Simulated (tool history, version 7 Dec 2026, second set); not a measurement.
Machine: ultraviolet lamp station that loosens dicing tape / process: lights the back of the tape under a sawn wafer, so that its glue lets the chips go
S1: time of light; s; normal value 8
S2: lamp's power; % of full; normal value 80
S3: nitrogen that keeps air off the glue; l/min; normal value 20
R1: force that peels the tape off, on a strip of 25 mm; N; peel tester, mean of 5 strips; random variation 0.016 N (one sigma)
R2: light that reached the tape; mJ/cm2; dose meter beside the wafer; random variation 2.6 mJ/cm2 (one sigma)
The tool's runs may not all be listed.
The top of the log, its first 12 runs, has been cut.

Run 13, day 26.583: usual settings but S1 4 s. Result: R1 4.224 N, R2 103 mJ/cm2.
Run 14, day 29.567: usual settings but S1 4 s. Result: R1 4.231 N, R2 98 mJ/cm2.
Run 15, day 31.1: usual settings but S1 4 s. Result: R1 4.28 N, R2 97 mJ/cm2.
At day 32.367: lamp changed.
Run 16, day 34.112: usual settings but S1 4 s. Result: R1 2.645 N, R2 164 mJ/cm2.
Run 17, day 36.192: usual settings but S2 83 % of full. Result: R1 0.755 N, R2 334 mJ/cm2.
Run 18, day 37.604: usual settings. Result: R1 0.872 N, R2 317 mJ/cm2.
Run 19, day 39.662: usual settings. Result: R1 0.865 N, R2 311 mJ/cm2.
Run 20, day 42.604: usual settings but S1 11 s. Result: R1 0.427 N, R2 419 mJ/cm2.
Run 21, day 44.812: usual settings but S1 11 s. Result: R1 0.464 N, R2 402 mJ/cm2.
Run 22, day 47.192: usual settings but S1 11 s. Result: R1 0.499 N, R2 398 mJ/cm2.
Run 23, day 49.717: usual settings but S1 7 s, S2 88 % of full, S3 16 l/min. Result: R1 1.413 N, R2 269 mJ/cm2.
Run 24, day 51.933: usual settings but S1 7 s, S2 88 % of full, S3 16 l/min. Result: R1 1.453 N, R2 263 mJ/cm2.
Run 25, day 53.942: usual settings but S1 7 s, S2 88 % of full, S3 16 l/min. Result: R1 1.51 N, R2 261 mJ/cm2.
Run 26, day 56.079: usual settings but S1 7 s, S2 88 % of full, S3 16 l/min. Result: R1 1.617 N, R2 253 mJ/cm2.

Run 27 comes next. What will it give?
Run 27, day 58.383: usual settings but S1 7 s, S2 88 % of full, S3 16 l/min. Result: R1 ?, R2 ?.

{"run 27": {"R1": 1.697, "R2": 248}}
The same run, on a tool lacking any hidden state, would have yielded R1 0.977 N, R2 329 mJ/cm2.

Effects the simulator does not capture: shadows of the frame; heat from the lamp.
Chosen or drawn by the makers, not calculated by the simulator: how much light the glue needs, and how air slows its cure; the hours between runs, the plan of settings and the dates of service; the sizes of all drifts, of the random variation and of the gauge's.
